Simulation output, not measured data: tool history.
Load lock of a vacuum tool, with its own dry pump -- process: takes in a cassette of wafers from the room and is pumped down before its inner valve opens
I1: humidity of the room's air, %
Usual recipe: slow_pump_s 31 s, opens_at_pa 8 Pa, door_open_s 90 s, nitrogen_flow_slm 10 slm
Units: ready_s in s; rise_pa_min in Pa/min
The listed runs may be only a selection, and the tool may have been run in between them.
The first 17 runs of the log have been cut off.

Run 18, day 258.05: usual settings; I1 47.7. Result: ready_s 74.8 s, rise_pa_min 0.128 Pa/min.
Run 19, day 275.375: usual settings but slow_pump_s 20 s, nitrogen_flow_slm 18 slm; I1 44.6. Result: ready_s 66.9 s, rise_pa_min 0.117 Pa/min.
Run 20, day 295.062: usual settings but door_open_s 33 s, nitrogen_flow_slm 11 slm; I1 44. Result: ready_s 75.8 s, rise_pa_min 0.121 Pa/min.
Run 21, day 311.246: usual settings but slow_pump_s 61 s, opens_at_pa 9 Pa; I1 47.2. Result: ready_s 95.4 s, rise_pa_min 0.143 Pa/min.
Run 22, day 322.4: usual settings but opens_at_pa 7 Pa, nitrogen_flow_slm 7 slm; I1 45.2. Result: ready_s 75.1 s, rise_pa_min 0.151 Pa/min.
Run 23, day 339.183: usual settings but opens_at_pa 6 Pa, door_open_s 36 s; I1 42.4. Result: ready_s 77.4 s, rise_pa_min 0.134 Pa/min.
Run 24, day 353.075: usual settings but opens_at_pa 6 Pa, door_open_s 36 s; I1 46.2. Result: ready_s 77.2 s, rise_pa_min 0.138 Pa/min.
Run 25, day 372.775: usual settings but slow_pump_s 27 s; I1 47.9. Result: ready_s 72.9 s, rise_pa_min 0.166 Pa/min.
Run 26, day 388.075: usual settings but slow_pump_s 27 s; I1 44.3. Result: ready_s 73.8 s, rise_pa_min 0.172 Pa/min.
Run 27, day 406.454: usual settings but door_open_s 27 s, nitrogen_flow_slm 13 slm; I1 44.2. Result: ready_s 77.2 s, rise_pa_min 0.151 Pa/min.
Run 28, day 415.888: usual settings but door_open_s 27 s, nitrogen_flow_slm 13 slm; I1 45.3. Result: ready_s 76.3 s, rise_pa_min 0.158 Pa/min.
Run 29, day 432.138: usual settings but slow_pump_s 27 s, opens_at_pa 14 Pa, door_open_s 239 s, nitrogen_flow_slm 12 slm; I1 48.3. Result: ready_s 71.4 s, rise_pa_min 0.213 Pa/min.
Run 30, day 440.871: usual settings but slow_pump_s 57 s, door_open_s 89 s; I1 46.2. Result: ready_s 95.2 s, rise_pa_min 0.189 Pa/min.
Run 31, day 449.65: usual settings but opens_at_pa 11 Pa, door_open_s 89 s; I1 42.5. Result: ready_s 75.4 s, rise_pa_min 0.194 Pa/min.
Run 32, day 469.121: usual settings but opens_at_pa 11 Pa, door_open_s 89 s; I1 44.3. Result: ready_s 75.9 s, rise_pa_min 0.204 Pa/min.
Run 33, day 487.554: usual settings but opens_at_pa 11 Pa, door_open_s 89 s; I1 45.2. Result: ready_s 75.6 s, rise_pa_min 0.216 Pa/min.
At day 500.812: dry pump taken out, an overhauled one fitted.
Run 34, day 507.104: usual settings but slow_pump_s 39 s, nitrogen_flow_slm 8 slm; I1 47.5. Result: ready_s 72.4 s, rise_pa_min 0.231 Pa/min.
Run 35, day 521.45: usual settings but slow_pump_s 39 s, nitrogen_flow_slm 8 slm; I1 43.5. Result: ready_s 71.1 s, rise_pa_min 0.231 Pa/min.
Run 36, day 541.242: usual settings but slow_pump_s 39 s, nitrogen_flow_slm 8 slm; I1 47.9. Result: ready_s 72 s, rise_pa_min 0.249 Pa/min.

Predict each of these 5 candidate next runs independently; none follows another, all start after run 36:
Run A, day 552.2: usual settings; I1 45.1. Result: ready_s ?, rise_pa_min ?.
Run B, day 552.2: usual settings but slow_pump_s 40 s, door_open_s 50 s, nitrogen_flow_slm 8 slm; I1 45.4. Result: ready_s ?, rise_pa_min ?.
Run C, day 552.2: usual settings but opens_at_pa 7 Pa, door_open_s 72 s, nitrogen_flow_slm 18 slm; I1 44.6. Result: ready_s ?, rise_pa_min ?.
Run D, day 552.2: usual settings but slow_pump_s 39 s, opens_at_pa 15 Pa, nitrogen_flow_slm 27 slm; I1 46.1. Result: ready_s ?, rise_pa_min ?.
Run E, day 552.2: usual settings but opens_at_pa 6 Pa, door_open_s 56 s, nitrogen_flow_slm 26 slm; I1 45.8. Result: ready_s ?, rise_pa_min ?.

run  ready_s  rise_pa_min
  A     66.3        0.246
  B     72.9        0.239
  C     66.6        0.239
  D     69.4        0.232
  E     67.2        0.232
With the hidden condition removed and each run's random variation left untouched, the same runs would have given:
run  ready_s  rise_pa_min
  A     65.6        0.064
  B     72.3        0.057
  C       66        0.056
  D     68.8        0.051
  E     66.5        0.047
